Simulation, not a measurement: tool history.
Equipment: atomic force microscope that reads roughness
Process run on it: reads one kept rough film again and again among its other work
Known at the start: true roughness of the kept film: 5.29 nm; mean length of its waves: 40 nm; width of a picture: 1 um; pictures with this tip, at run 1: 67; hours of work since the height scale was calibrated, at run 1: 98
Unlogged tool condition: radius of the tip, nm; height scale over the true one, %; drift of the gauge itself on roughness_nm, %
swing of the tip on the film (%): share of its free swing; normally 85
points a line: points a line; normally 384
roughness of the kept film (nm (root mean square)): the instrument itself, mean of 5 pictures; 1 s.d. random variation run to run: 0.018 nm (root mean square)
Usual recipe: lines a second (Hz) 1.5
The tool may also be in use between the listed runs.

| run | hour | lines a second (Hz) | swing of the tip on the film (%) | points a line | pictures with this tip | hours of work since the height scale was calibrated | roughness of the kept film (nm (root mean square)) |
|---|---|---|---|---|---|---|---|
| 1 | 0 | 1.5 | 85 | 384 | 67 | 98 | 4.112 |
| 2 | 25 | 1.5 | 85 | 384 | 120 | 117 | 3.993 |
| 3 | 48.9 | 1.5 | 85 | 384 | 171 | 135 | 3.891 |
| 4 | 61.9 | 1.5 | 85 | 384 | 198 | 145 | 3.832 |
|  | 84.6 | new tip fitted |
| 5 | 84.9 | 1.5 | 85 | 384 | 1 | 162 | 4.237 |
| 6 | 109.8 | 1.5 | 85 | 384 | 54 | 180 | 4.133 |
| 7 | 135.2 | 1.5 | 85 | 993 | 108 | 200 | 3.993 |
| 8 | 165.9 | 1.5 | 85 | 993 | 173 | 223 | 3.876 |
| 9 | 188.3 | 1.5 | 85 | 384 | 220 | 240 | 3.79 |
|  | 199.5 | new tip fitted |
| 10 | 202.9 | 1.5 | 85 | 384 | 7 | 250 | 4.182 |
| 11 | 233.4 | 1.5 | 85 | 384 | 72 | 273 | 4.064 |
| 12 | 255.4 | 1.5 | 85 | 384 | 118 | 290 | 3.947 |
| 13 | 280.1 | 1.5 | 85 | 384 | 171 | 309 | 3.851 |
| 14 | 302.4 | 1.5 | 85 | 384 | 218 | 326 | 3.755 |
|  | 315.6 | new tip fitted |
| 15 | 316.4 | 1.5 | 59 | 384 | 2 | 336 | 4.656 |
| 16 | 330 | 1.5 | 59 | 384 | 31 | 346 | 4.563 |
| 17 | 350.2 | 1.5 | 59 | 384 | 73 | 361 | 4.48 |
| 18 | 381.4 | 1.5 | 59 | 384 | 139 | 385 | 4.298 |
| 19 | 410.4 | 1.5 | 85 | 420 | 201 | 407 | 3.796 |
|  | 430.4 | new tip fitted |
| 20 | 433.4 | 1.5 | 85 | 420 | 7 | 424 | 4.225 |
| 21 | 458.8 | 1.5 | 85 | 420 | 61 | 443 | 4.09 |
| 22 | 483.2 | 1.5 | 85 | 420 | 112 | 461 | 3.995 |
| 23 | 506.5 | 1.5 | 67 | 384 | 162 | 479 | 4.219 |
| 24 | 530.8 | 1.5 | 67 | 384 | 213 | 497 | 4.088 |
|  | 545.2 | new tip fitted |
| 25 | 557.9 | 1.5 | 85 | 384 | 27 | 517 | 4.173 |
| 26 | 582.7 | 1.5 | 85 | 384 | 79 | 536 | 4.048 |
| 27 | 598 | 2.23 | 63 | 282 | 112 | 548 | 4.241 |
| 28 | 623.1 | 2.23 | 63 | 282 | 165 | 567 | 4.122 |
| 29 | 638.1 | 2.23 | 63 | 282 | 197 | 578 | 4.011 |
| 30 | 651.7 | 1.82 | 68 | 325 | 226 | 588 | 3.947 |
|  | 659.7 | new tip fitted |
| 31 | 668.5 | 0.99 | 82 | 786 | 18 | 600 | 4.382 |
| 32 | 695.6 | 1.5 | 85 | 696 | 76 | 621 | 4.052 |
| 33 | 709 | 1.8 | 85 | 298 | 104 | 631 | 3.916 |
| 34 | 734.4 | 1.8 | 56 | 765 | 158 | 650 | 4.26 |
| 35 | 747.5 | 1.45 | 85 | 411 | 185 | 660 | 3.755 |
| 36 | 766.7 | 0.86 | 70 | 384 | 226 | 675 | 4.034 |
|  | 774.5 | new tip fitted |
| 37 | 787.1 | 1.91 | 67 | 580 | 27 | 690 | 4.429 |
| 38 | 806.9 | 2.61 | 79 | 580 | 68 | 705 | 3.945 |
| 39 | 837 | 2.61 | 79 | 580 | 132 | 727 | 3.788 |
| 40 | 859.6 | 0.75 | 85 | 352 | 180 | 744 | 4.067 |
| 41 | 877.4 | 0.75 | 87 | 352 | 218 | 758 | 3.977 |
|  | 888.8 | new tip fitted |
| 42 | 896 | 0.75 | 87 | 352 | 15 | 772 | 4.474 |
| 43 | 925.8 | 3.56 | 86 | 720 | 79 | 794 | 3.479 |
| 44 | 941.3 | 3.56 | 86 | 720 | 111 | 806 | 3.442 |
| 45 | 957.7 | 1.6 | 62 | 333 | 146 | 818 | 4.254 |
| 46 | 978.9 | 1.56 | 59 | 610 | 191 | 834 | 4.218 |
| 47 | 993 | 0.88 | 84 | 562 | 221 | 845 | 3.997 |
|  | 1003.8 | new tip fitted |
| 48 | 1011.7 | 0.88 | 84 | 562 | 17 | 859 | 4.42 |
| 49 | 1038.5 | 2.47 | 83 | 731 | 73 | 879 | 3.846 |
| 50 | 1057 | 0.73 | 84 | 384 | 113 | 893 | 4.279 |
| 51 | 1074.7 | 1.5 | 85 | 384 | 150 | 906 | 3.913 |
| 52 | 1089.4 | 0.86 | 70 | 710 | 181 | 917 | 4.216 |

Branching from run 52: 3 alternative next runs. What would each branch give?
| A | 1116.5 | 1.64 | 83 | 427 | 239 | 938 | ? |
| B | 1116.5 | 2 | 70 | 710 | 239 | 938 | ? |
| C | 1116.5 | 1.08 | 62 | 270 | 239 | 938 | ? |

| run | roughness of the kept film (nm (root mean square)) |
|---|---|
| A | 3.723 |
| B | 3.935 |
| C | 4.094 |
With the hidden condition removed and each run's random variation left untouched, the same runs would have given:
| run | roughness of the kept film (nm (root mean square)) |
|---|---|
| A | 4.245 |
| B | 4.486 |
| C | 4.667 |
